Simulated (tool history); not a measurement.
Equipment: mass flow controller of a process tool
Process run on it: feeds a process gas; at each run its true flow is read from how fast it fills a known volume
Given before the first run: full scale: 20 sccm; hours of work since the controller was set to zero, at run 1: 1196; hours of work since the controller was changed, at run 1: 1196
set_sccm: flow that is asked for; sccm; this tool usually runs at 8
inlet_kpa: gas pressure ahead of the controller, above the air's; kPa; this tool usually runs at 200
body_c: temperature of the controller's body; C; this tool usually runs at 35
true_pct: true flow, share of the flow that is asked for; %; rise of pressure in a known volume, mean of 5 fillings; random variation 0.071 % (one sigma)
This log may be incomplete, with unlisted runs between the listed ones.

run,hour,set_sccm,inlet_kpa,body_c,hours of work since the controller was set to zero,hours of work since the controller was changed,true_pct
1,0,8,200,35,1196,1196,99.76
2,184.4,8,171,35,1252,1252,99.84
3,456.3,8,215,35,1336,1336,99.93
4,631.6,8,215,35,1390,1390,99.88
5,872.6,8,215,35,1464,1464,99.92
6,1124.1,8,215,35,1541,1541,99.88
7,1247.4,13,200,35,1579,1579,99.88
8,1447.1,13,200,35,1641,1641,99.74
9,1705.7,13,200,35,1720,1720,99.69
10,1971.4,8,200,30,1802,1802,100.08
11,2224.4,8,200,30,1880,1880,100.14
12,2503.6,8,249,35,1965,1965,100.13
13,2619.1,8,200,24,2001,2001,100.24
14,2877.5,8,142,35,2080,2080,100.08
15,3141.5,9,213,21,2161,2161,100.34
16,3307.2,5,250,31,2212,2212,100.71
17,3440.7,3,157,35,2253,2253,101.45
18,3566.9,2,209,35,2292,2292,102.81
19,3810.9,15,201,35,2367,2367,99.7
20,3973.9,8,235,35,2417,2417,100.15
21,4103.5,8,200,25,2457,2457,100.2
22,4371.1,8,222,37,2539,2539,100.16
23,4545.8,4,262,20,2593,2593,101.43
24,4761.3,10,225,22,2659,2659,100.34
25,4941.3,10,225,22,2715,2715,100.25
26,5084.3,8,153,35,2759,2759,100.04
27,5326.7,8,217,24,2833,2833,100.5

Branching from run 27: 5 alternative next runs. What would each branch give?
A,5554.5,3,200,35,2903,2903,?
B,5554.5,3,223,20,2903,2903,?
C,5554.5,19,217,24,2903,2903,?
D,5554.5,3,270,36,2903,2903,?
E,5554.5,5,224,24,2903,2903,?

run,true_pct
A,102.2
B,102.55
C,100.02
D,102.13
E,101.28
What these runs would have given with no unlogged condition in the tool:
run,true_pct
A,99.53
B,99.88
C,100.04
D,99.46
E,99.88

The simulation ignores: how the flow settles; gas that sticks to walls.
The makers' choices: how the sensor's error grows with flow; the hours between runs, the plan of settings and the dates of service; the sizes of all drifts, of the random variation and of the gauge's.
